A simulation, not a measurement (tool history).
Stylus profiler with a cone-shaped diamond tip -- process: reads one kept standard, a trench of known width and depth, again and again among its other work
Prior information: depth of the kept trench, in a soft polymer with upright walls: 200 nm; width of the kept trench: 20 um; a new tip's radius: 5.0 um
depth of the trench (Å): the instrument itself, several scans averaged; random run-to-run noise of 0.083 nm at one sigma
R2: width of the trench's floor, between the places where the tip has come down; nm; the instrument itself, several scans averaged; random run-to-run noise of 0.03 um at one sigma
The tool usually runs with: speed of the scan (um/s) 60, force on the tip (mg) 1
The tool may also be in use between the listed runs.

Run 1, hour 0: usual settings. Result: depth of the trench (Å) 2014.4, R2 16880 nm.
Run 2, hour 34.2: usual settings. Result: depth of the trench (Å) 2012.6, R2 16820 nm.
Run 3, hour 84.3: usual settings. Result: depth of the trench (Å) 2012.8, R2 16800 nm.
Run 4, hour 107.3: usual settings. Result: depth of the trench (Å) 2012.4, R2 16800 nm.
Run 5, hour 140: usual settings. Result: depth of the trench (Å) 2012.9, R2 16820 nm.
Run 6, hour 168.5: usual settings. Result: depth of the trench (Å) 2013.4, R2 16850 nm.
Run 7, hour 195.7: usual settings but speed of the scan (um/s) 18. Result: depth of the trench (Å) 2010.5, R2 16900 nm.
Run 8, hour 224.3: usual settings but speed of the scan (um/s) 18. Result: depth of the trench (Å) 2011.9, R2 16940 nm.
Run 9, hour 248.4: usual settings but speed of the scan (um/s) 18. Result: depth of the trench (Å) 2012.7, R2 16970 nm.
Run 10, hour 279.4: usual settings but speed of the scan (um/s) 18. Result: depth of the trench (Å) 2012.3, R2 16950 nm.
Run 11, hour 318: usual settings but speed of the scan (um/s) 18. Result: depth of the trench (Å) 2011.7, R2 16840 nm.
Run 12, hour 348.8: usual settings but speed of the scan (um/s) 18. Result: depth of the trench (Å) 2013.9, R2 16850 nm.
Run 13, hour 384.4: usual settings but speed of the scan (um/s) 18. Result: depth of the trench (Å) 2012.2, R2 16790 nm.
Run 14, hour 434.7: usual settings. Result: depth of the trench (Å) 2012.3, R2 16640 nm.
Run 15, hour 470.7: usual settings. Result: depth of the trench (Å) 2012.3, R2 16660 nm.
Run 16, hour 507.6: usual settings but speed of the scan (um/s) 28. Result: depth of the trench (Å) 2011.3, R2 16710 nm.
Run 17, hour 535.5: usual settings. Result: depth of the trench (Å) 2014, R2 16620 nm.
Run 18, hour 582.1: usual settings. Result: depth of the trench (Å) 2010.3, R2 16630 nm.
Run 19, hour 627.5: usual settings but speed of the scan (um/s) 190. Result: depth of the trench (Å) 2012.7, R2 16120 nm.
Run 20, hour 655.5: usual settings but speed of the scan (um/s) 190. Result: depth of the trench (Å) 2011.4, R2 16120 nm.
Run 21, hour 692.3: usual settings but force on the tip (mg) 2.31. Result: depth of the trench (Å) 2021.3, R2 16700 nm.
Run 22, hour 743.7: usual settings but force on the tip (mg) 2.31. Result: depth of the trench (Å) 2022.8, R2 16630 nm.
Run 23, hour 788.5: usual settings. Result: depth of the trench (Å) 2012, R2 16550 nm.
Run 24, hour 814.3: usual settings but force on the tip (mg) 2.81. Result: depth of the trench (Å) 2026.7, R2 16620 nm.
Run 25, hour 856.1: usual settings but force on the tip (mg) 0.51. Result: depth of the trench (Å) 2007.4, R2 16460 nm.
Run 26, hour 895.7: usual settings but speed of the scan (um/s) 125, force on the tip (mg) 2.08. Result: depth of the trench (Å) 2020.4, R2 16410 nm.
Run 27, hour 943: usual settings but speed of the scan (um/s) 46, force on the tip (mg) 0.46. Result: depth of the trench (Å) 2006, R2 16480 nm.
Run 28, hour 971: usual settings but speed of the scan (um/s) 131, force on the tip (mg) 1.12. Result: depth of the trench (Å) 2011.7, R2 16250 nm.
Run 29, hour 1006.6: usual settings but speed of the scan (um/s) 27, force on the tip (mg) 1.02. Result: depth of the trench (Å) 2011.4, R2 16610 nm.
Run 30, hour 1057.1: usual settings but speed of the scan (um/s) 159, force on the tip (mg) 0.56. Result: depth of the trench (Å) 2007.2, R2 15890 nm.
Run 31, hour 1100.6: usual settings but speed of the scan (um/s) 159, force on the tip (mg) 0.56. Result: depth of the trench (Å) 2007.4, R2 15850 nm.
Run 32, hour 1126.8: usual settings but speed of the scan (um/s) 117, force on the tip (mg) 0.75. Result: depth of the trench (Å) 2008.3, R2 16070 nm.
Run 33, hour 1168.3: usual settings but speed of the scan (um/s) 54. Result: depth of the trench (Å) 2011.1, R2 16460 nm.
Run 34, hour 1218: usual settings but speed of the scan (um/s) 38. Result: depth of the trench (Å) 2011.8, R2 16440 nm.
Run 35, hour 1254.3: usual settings but speed of the scan (um/s) 38. Result: depth of the trench (Å) 2010.9, R2 16450 nm.
Run 36, hour 1302.5: usual settings but speed of the scan (um/s) 38. Result: depth of the trench (Å) 2010.6, R2 16450 nm.
Run 37, hour 1353.7: usual settings but speed of the scan (um/s) 38, force on the tip (mg) 2.55. Result: depth of the trench (Å) 2024.3, R2 16490 nm.
Run 38, hour 1395.1: usual settings but speed of the scan (um/s) 38, force on the tip (mg) 2.55. Result: depth of the trench (Å) 2024.2, R2 16420 nm.
Run 39, hour 1431.4: usual settings but speed of the scan (um/s) 38, force on the tip (mg) 2.55. Result: depth of the trench (Å) 2023.8, R2 16440 nm.
Run 40, hour 1453.2: usual settings but speed of the scan (um/s) 157, force on the tip (mg) 0.47. Result: depth of the trench (Å) 2004.6, R2 15700 nm.
Run 41, hour 1493.9: usual settings but speed of the scan (um/s) 53, force on the tip (mg) 1.42. Result: depth of the trench (Å) 2012.5, R2 16390 nm.
Run 42, hour 1540.1: usual settings but speed of the scan (um/s) 53, force on the tip (mg) 1.42. Result: depth of the trench (Å) 2015.2, R2 16290 nm.
Run 43, hour 1586.6: usual settings but speed of the scan (um/s) 68, force on the tip (mg) 2.64. Result: depth of the trench (Å) 2022.8, R2 16320 nm.
Run 44, hour 1620.6: usual settings but speed of the scan (um/s) 24, force on the tip (mg) 0.51. Result: depth of the trench (Å) 2004, R2 16330 nm.
Run 45, hour 1641.5: usual settings but speed of the scan (um/s) 16, force on the tip (mg) 0.48. Result: depth of the trench (Å) 2005.6, R2 16320 nm.
Run 46, hour 1683.5: usual settings but speed of the scan (um/s) 16, force on the tip (mg) 0.48. Result: depth of the trench (Å) 2003.6, R2 16360 nm.

A few steps of depth of the trench (Å) between consecutive runs. Split each: what settings, incoming material and random variation would produce without the hidden state, and what is left over for the hidden state, along with gauge scatter present in only one of the two compared results (measured, and without hidden state):
The tool's hidden condition here consists of: radius of the tip, um; height scale over the true one, %; drift of the gauge itself on depth_nm, %; drift of the gauge itself on floor_um, %.
Run 24 -> 25: force on the tip (mg) 2.81 -> 0.51. depth of the trench (Å) -19.3: hidden state +0, all else -19.3.
Run 33 -> 34: speed of the scan (um/s) 54 -> 38. depth of the trench (Å) +0.7: hidden state -0.2, all else +0.9.
Run 36 -> 37: force on the tip (mg) 1 -> 2.55. depth of the trench (Å) +13.7: hidden state -0.2, all else +13.9.
Run 39 -> 40: speed of the scan (um/s) 38 -> 157, force on the tip (mg) 2.55 -> 0.47. depth of the trench (Å) -19.2: hidden state +0, all else -19.2.
Run 43 -> 44: speed of the scan (um/s) 68 -> 24, force on the tip (mg) 2.64 -> 0.51. depth of the trench (Å) -18.8: hidden state -0.1, all else -18.7.
Run 45 -> 46: settings left as they were, no log entry in between. depth of the trench (Å) -2: hidden state -0.2, all else -1.8.

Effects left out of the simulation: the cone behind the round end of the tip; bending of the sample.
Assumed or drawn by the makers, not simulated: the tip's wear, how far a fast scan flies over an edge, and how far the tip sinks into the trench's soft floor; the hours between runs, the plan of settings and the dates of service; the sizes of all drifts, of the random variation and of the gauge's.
